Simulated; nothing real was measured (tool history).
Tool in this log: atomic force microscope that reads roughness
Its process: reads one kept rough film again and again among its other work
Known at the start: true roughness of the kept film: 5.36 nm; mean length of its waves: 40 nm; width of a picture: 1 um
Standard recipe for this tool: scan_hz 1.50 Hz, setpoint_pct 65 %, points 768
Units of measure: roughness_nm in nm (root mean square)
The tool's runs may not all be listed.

run,hour,scan_hz,setpoint_pct,points,roughness_nm
1,0.0,1.50,65,768,4.353
2,10.1,1.49,65,768,4.310
3,20.9,0.68,65,768,4.403
4,29.0,0.68,65,768,4.377
5,36.1,1.50,65,768,4.261
6,46.7,1.50,65,768,4.255
7,55.1,1.50,65,768,4.230
8,63.7,1.50,65,768,4.217
9,72.5,1.50,65,768,4.210
10,85.0,1.50,65,441,4.184
11,93.0,1.50,65,914,4.163
12,101.1,1.50,65,914,4.134
13,108.9,1.50,65,914,4.138
14,116.3,1.50,65,914,4.111
15,125.5,1.50,65,914,4.102
16,138.6,1.50,65,914,4.111
17,147.4,1.50,65,302,4.034
18,155.6,1.50,65,768,4.040
19,165.6,1.50,61,768,4.064
20,177.6,1.50,61,295,4.024
21,183.5,1.50,65,768,3.984
22,196.1,1.50,65,768,3.982
23,206.9,1.50,65,768,3.962
24,219.0,1.50,65,655,3.936
25,225.0,1.50,65,655,3.909
26,233.4,1.50,63,768,3.932
27,246.6,1.50,63,768,3.901
28,257.5,0.78,80,768,3.837
29,269.1,0.78,80,502,3.820
30,278.7,3.95,69,878,3.505
31,289.7,0.58,63,395,3.902
32,301.7,0.58,75,395,3.856
# hour 303.8: height scale calibrated on a step standard
33,315.0,1.26,65,768,3.822
34,325.0,1.26,85,768,3.550
35,335.5,1.67,83,272,3.423
36,346.7,2.19,66,768,3.675
# hour 348.9: height scale calibrated on a step standard, once more
37,358.2,0.59,70,653,3.778
38,366.9,2.22,64,278,3.612
39,376.4,2.44,64,384,3.612
40,387.2,2.44,64,384,3.588
41,398.6,1.51,78,383,3.480
42,405.6,3.99,55,560,3.578
43,414.2,1.55,77,607,3.480
44,426.0,1.55,72,607,3.534
45,432.7,1.55,72,607,3.518
# hour 446.6: new tip fitted
46,446.7,1.55,72,607,4.585
47,456.1,2.29,66,668,4.539
48,467.8,2.29,66,668,4.513
49,479.4,0.78,74,706,4.642
50,493.1,0.78,74,706,4.610
51,507.2,0.80,60,346,4.668
52,520.2,0.80,60,346,4.626
53,529.8,3.05,84,364,3.762
54,542.5,1.50,90,389,4.013

What would each run have given without the hidden state, its run-to-run variation left as it was?
The hidden state here: radius of the tip, nm; height scale over the true one, %; drift of the gauge itself on roughness_nm, %.
run,roughness_nm
1,4.716
2,4.690
3,4.814
4,4.803
5,4.694
6,4.706
7,4.699
8,4.699
9,4.711
10,4.711
11,4.704
12,4.690
13,4.710
14,4.698
15,4.706
16,4.741
17,4.666
18,4.692
19,4.736
20,4.714
21,4.681
22,4.703
23,4.703
24,4.696
25,4.675
26,4.717
27,4.708
28,4.654
29,4.653
30,4.288
31,4.792
32,4.762
33,4.740
34,4.422
35,4.280
36,4.613
37,4.770
38,4.575
39,4.594
40,4.583
41,4.465
42,4.604
43,4.493
44,4.584
45,4.576
46,4.598
47,4.572
48,4.571
49,4.728
50,4.726
51,4.822
52,4.808
53,3.927
54,4.214
